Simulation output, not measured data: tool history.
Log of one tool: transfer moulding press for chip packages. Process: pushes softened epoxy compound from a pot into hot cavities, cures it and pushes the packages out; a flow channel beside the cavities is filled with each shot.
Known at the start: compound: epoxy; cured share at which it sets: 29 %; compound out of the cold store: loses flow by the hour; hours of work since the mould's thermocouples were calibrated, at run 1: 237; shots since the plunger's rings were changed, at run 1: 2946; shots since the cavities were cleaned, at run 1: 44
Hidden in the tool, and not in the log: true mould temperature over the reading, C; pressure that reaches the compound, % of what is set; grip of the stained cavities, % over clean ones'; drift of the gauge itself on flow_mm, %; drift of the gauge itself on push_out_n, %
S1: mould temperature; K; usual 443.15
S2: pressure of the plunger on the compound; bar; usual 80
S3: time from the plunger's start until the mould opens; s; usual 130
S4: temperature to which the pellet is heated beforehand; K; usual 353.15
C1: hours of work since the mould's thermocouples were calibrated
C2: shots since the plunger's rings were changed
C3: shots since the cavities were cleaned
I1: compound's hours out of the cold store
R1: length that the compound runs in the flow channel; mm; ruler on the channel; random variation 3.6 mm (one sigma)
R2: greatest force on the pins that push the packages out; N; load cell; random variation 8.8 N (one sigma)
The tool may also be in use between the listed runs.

run   hour      S1    S2   S3      S4   C1    C2   C3    I1   R1   R2
  1      0  443.15    80  130  353.15  237  2946   44  43.7  673  402
  2   31.3  443.15    80  130  353.15  257  3266  364  14.4  755  510
      67.9  -- cavities cleaned with cleaning compound and waxed
  3   80.8  443.15    80  130  353.15  289  3755  132  33.9  697  437
     136.9  -- plunger's sealing rings changed
     141.2  -- cavities cleaned with cleaning compound and waxed
  4  141.2  443.15    80  130  353.15  327    29    0  27.9  738  404
  5  168.9  443.15    80  130  353.15  345   311  282  46.4  682  487
     210.8  -- cavities cleaned with cleaning compound and waxed
  6  210.8  443.15    80  130  353.15  372   723    0  43.1  693  391
  7  264.7  443.15    80  153  353.15  408  1273  550  26.2  740  521
     283.8  -- cavities cleaned with cleaning compound and waxed
  8  292.5  443.15    80  136  353.15  425  1541   89  20.5  748  419
  9  338.9  448.15    80  130  355.15  456  2015  563  13.1  753  502
     355.4  -- cavities cleaned with cleaning compound and waxed
 10  389.1  449.15  75.7  130  355.15  489  2511  344  10.7  732  469

The same runs without the tool's hidden state, with the same run-to-run variation:
run   R1   R2
  1  696  366
  2  784  390
  3  727  383
  4  737  394
  5  684  383
  6  698  380
  7  750  372
  8  760  366
  9  770  357
 10  753  366
